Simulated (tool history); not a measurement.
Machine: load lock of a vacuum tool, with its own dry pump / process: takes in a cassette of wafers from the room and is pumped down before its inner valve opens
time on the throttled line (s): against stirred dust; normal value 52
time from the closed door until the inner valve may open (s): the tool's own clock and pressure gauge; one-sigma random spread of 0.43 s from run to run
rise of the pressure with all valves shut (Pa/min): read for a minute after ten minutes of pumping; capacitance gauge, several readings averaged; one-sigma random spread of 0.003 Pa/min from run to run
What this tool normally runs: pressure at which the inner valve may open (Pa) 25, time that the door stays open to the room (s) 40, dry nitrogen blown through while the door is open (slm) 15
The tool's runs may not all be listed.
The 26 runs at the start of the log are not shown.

run,hour,time on the throttled line (s),pressure at which the inner valve may open (Pa),time that the door stays open to the room (s),dry nitrogen blown through while the door is open (slm),hours that the pump has run since its overhaul,times that the door has closed on its seal,"incoming humidity of the room's air, %",time from the closed door until the inner valve may open (s),rise of the pressure with all valves shut (Pa/min)
27,5759.3,40,46,33,30,812,27417,42.7,69.8,0.473
28,5914.3,40,46,33,30,967,28021,45.1,70.1,0.488
29,6051.7,40,46,33,30,1105,28555,40.0,70.2,0.515
30,6286.5,52,23,72,15,1340,29469,46.5,83.1,0.539
31,6515.3,52,23,72,15,1568,30358,44.0,83.8,0.566
32,6750.1,52,33,40,9,1803,31272,43.4,82.2,0.576
33,6976.3,52,20,51,29,2029,32152,44.8,85.1,0.617
34,7140.6,52,25,86,21,2194,32791,44.4,83.9,0.652
35,7475.2,31,23,211,37,2528,34093,46.0,67.4,0.692
36,7812.9,81,23,211,37,2866,35407,47.6,108.9,0.757
37,7988.7,81,23,211,37,3042,36090,41.8,108.7,0.770

What if the next run were any one of these 4? Each begins from the tool's condition after run 37:
# hour 8005.4: door's seal changed, seat wiped
A,8320.3,81,25,28,37,3372,1225,46.7,?,?
# hour 8005.4: door's seal changed, seat wiped
B,8320.3,71,25,40,20,3372,1225,41.5,?,?
# hour 8005.4: door's seal changed, seat wiped
C,8320.3,37,23,48,37,3372,1225,45.3,?,?
# hour 8005.4: door's seal changed, seat wiped
D,8320.3,31,24,211,37,3372,1225,45.2,?,?

run,time from the closed door until the inner valve may open (s),rise of the pressure with all valves shut (Pa/min)
A,108.8,0.023
B,100.4,0.030
C,72.3,0.022
D,66.7,0.043
With no hidden state in the tool, these same runs would have given:
run,time from the closed door until the inner valve may open (s),rise of the pressure with all valves shut (Pa/min)
A,107.6,0.015
B,99.0,0.021
C,70.7,0.013
D,65.1,0.035
